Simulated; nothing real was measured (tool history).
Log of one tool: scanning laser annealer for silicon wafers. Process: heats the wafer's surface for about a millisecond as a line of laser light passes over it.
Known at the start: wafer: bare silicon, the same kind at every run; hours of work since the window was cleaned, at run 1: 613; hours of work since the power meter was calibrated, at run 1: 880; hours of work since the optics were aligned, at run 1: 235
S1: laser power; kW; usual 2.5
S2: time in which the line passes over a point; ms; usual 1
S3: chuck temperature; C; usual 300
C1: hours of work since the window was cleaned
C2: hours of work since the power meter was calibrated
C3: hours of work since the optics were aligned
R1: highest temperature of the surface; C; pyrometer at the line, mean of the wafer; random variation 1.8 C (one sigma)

Run 1, hour 0: usual settings; C1 613; C2 880; C3 235. Result: R1 1017 C.
Run 2, hour 61.6: usual settings; C1 644; C2 910; C3 265. Result: R1 1017 C.
Run 3, hour 137: usual settings; C1 681; C2 947; C3 303. Result: R1 1018 C.
At hour 175: window over the wafer cleaned.
Run 4, hour 222.5: usual settings; C1 23; C2 989; C3 344. Result: R1 1019 C.
Run 5, hour 304.6: usual settings; C1 64; C2 1029; C3 385. Result: R1 1015 C.
Run 6, hour 345.7: usual settings; C1 85; C2 1050; C3 405. Result: R1 1020 C.
Run 7, hour 389.1: usual settings but S2 1.06 ms; C1 106; C2 1071; C3 426. Result: R1 1041 C.
Run 8, hour 447.7: usual settings but S2 1.06 ms; C1 135; C2 1100; C3 455. Result: R1 1040 C.
Run 9, hour 511.3: usual settings but S2 1.06 ms, S3 309 C; C1 166; C2 1132; C3 487. Result: R1 1050 C.
Run 10, hour 585.6: usual settings but S2 1.06 ms, S3 309 C; C1 203; C2 1169; C3 524. Result: R1 1051 C.
Run 11, hour 640.1: usual settings but S2 0.84 ms, S3 309 C; C1 230; C2 1196; C3 551. Result: R1 966 C.
Run 12, hour 695.9: usual settings but S1 2.236 kW; C1 258; C2 1223; C3 578. Result: R1 944 C.
Run 13, hour 763: usual settings but S1 2.236 kW; C1 291; C2 1256; C3 612. Result: R1 947 C.
Run 14, hour 847.3: usual settings; C1 333; C2 1298; C3 653. Result: R1 1016 C.
Run 15, hour 925.7: usual settings; C1 372; C2 1337; C3 692. Result: R1 1017 C.
Run 16, hour 1008.8: usual settings; C1 413; C2 1378; C3 733. Result: R1 1015 C.
At hour 1060.9: optics aligned, line set to its width.
Run 17, hour 1067.2: usual settings; C1 439; C2 1405; C3 3. Result: R1 1017 C.
Run 18, hour 1119.7: usual settings; C1 465; C2 1430; C3 29. Result: R1 1021 C.
Run 19, hour 1185.7: usual settings but S2 1.16 ms; C1 498; C2 1463; C3 62. Result: R1 1074 C.
Run 20, hour 1231.1: usual settings but S1 2.619 kW, S2 1.09 ms, S3 266 C; C1 520; C2 1486; C3 84. Result: R1 1051 C.
Run 21, hour 1281.9: usual settings but S1 2.619 kW, S2 1.09 ms, S3 266 C; C1 546; C2 1511; C3 109. Result: R1 1052 C.
Run 22, hour 1353.1: usual settings but S1 2.619 kW, S2 1.02 ms, S3 314 C; C1 581; C2 1546; C3 145. Result: R1 1075 C.
Run 23, hour 1409.9: usual settings but S1 2.619 kW, S2 1.02 ms, S3 314 C; C1 609; C2 1574; C3 173. Result: R1 1074 C.
Run 24, hour 1459.1: usual settings but S1 2.344 kW, S3 262 C; C1 633; C2 1599; C3 197. Result: R1 935 C.
Run 25, hour 1535: usual settings but S1 2.388 kW, S2 1.2 ms; C1 671; C2 1636; C3 235. Result: R1 1059 C.
Run 26, hour 1570.5: usual settings but S1 2.264 kW, S2 1.2 ms, S3 289 C; C1 688; C2 1654; C3 252. Result: R1 1003 C.
At hour 1594.7: window over the wafer cleaned.
Run 27, hour 1651.5: usual settings but S1 2.264 kW, S2 1.2 ms, S3 312 C; C1 28; C2 1693; C3 291. Result: R1 1032 C.
Run 28, hour 1691.2: usual settings but S1 2.714 kW, S2 0.7 ms, S3 337 C; C1 48; C2 1712; C3 311. Result: R1 981 C.
Run 29, hour 1744.3: usual settings but S1 2.352 kW, S2 0.94 ms, S3 307 C; C1 74; C2 1739; C3 337. Result: R1 964 C.
Run 30, hour 1814: usual settings but S1 2.352 kW, S2 0.94 ms, S3 307 C; C1 109; C2 1773; C3 372. Result: R1 963 C.
Run 31, hour 1870.4: usual settings but S1 2.197 kW, S3 313 C; C1 137; C2 1801; C3 400. Result: R1 949 C.
Run 32, hour 1930: usual settings but S1 2.545 kW, S2 0.85 ms; C1 166; C2 1831; C3 429. Result: R1 971 C.
Run 33, hour 2010.1: usual settings but S1 2.543 kW, S2 1.15 ms; C1 206; C2 1870; C3 469. Result: R1 1089 C.
Run 34, hour 2087.1: usual settings but S1 2.617 kW, S3 332 C; C1 244; C2 1908; C3 507. Result: R1 1081 C.
Run 35, hour 2154.5: usual settings but S1 2.219 kW, S2 0.94 ms, S3 295 C; C1 277; C2 1942; C3 540. Result: R1 915 C.

4 ways to go on from here, each from the tool as it stands after run 35. What would each give?
Run A, hour 2198.7: usual settings but S1 2.326 kW, S2 0.94 ms, S3 278 C; C1 299; C2 1964; C3 562. Result: R1 ?.
Run B, hour 2198.7: usual settings but S1 2.219 kW, S2 0.77 ms, S3 313 C; C1 299; C2 1964; C3 562. Result: R1 ?.
Run C, hour 2198.7: usual settings but S3 291 C; C1 299; C2 1964; C3 562. Result: R1 ?.
Run D, hour 2198.7: usual settings but S1 2.677 kW, S3 299 C; C1 299; C2 1964; C3 562. Result: R1 ?.

run    R1
  A   926
  B   871
  C  1009
  D  1066
Without the tool's hidden state the same runs would have given:
run    R1
  A   927
  B   871
  C  1009
  D  1066
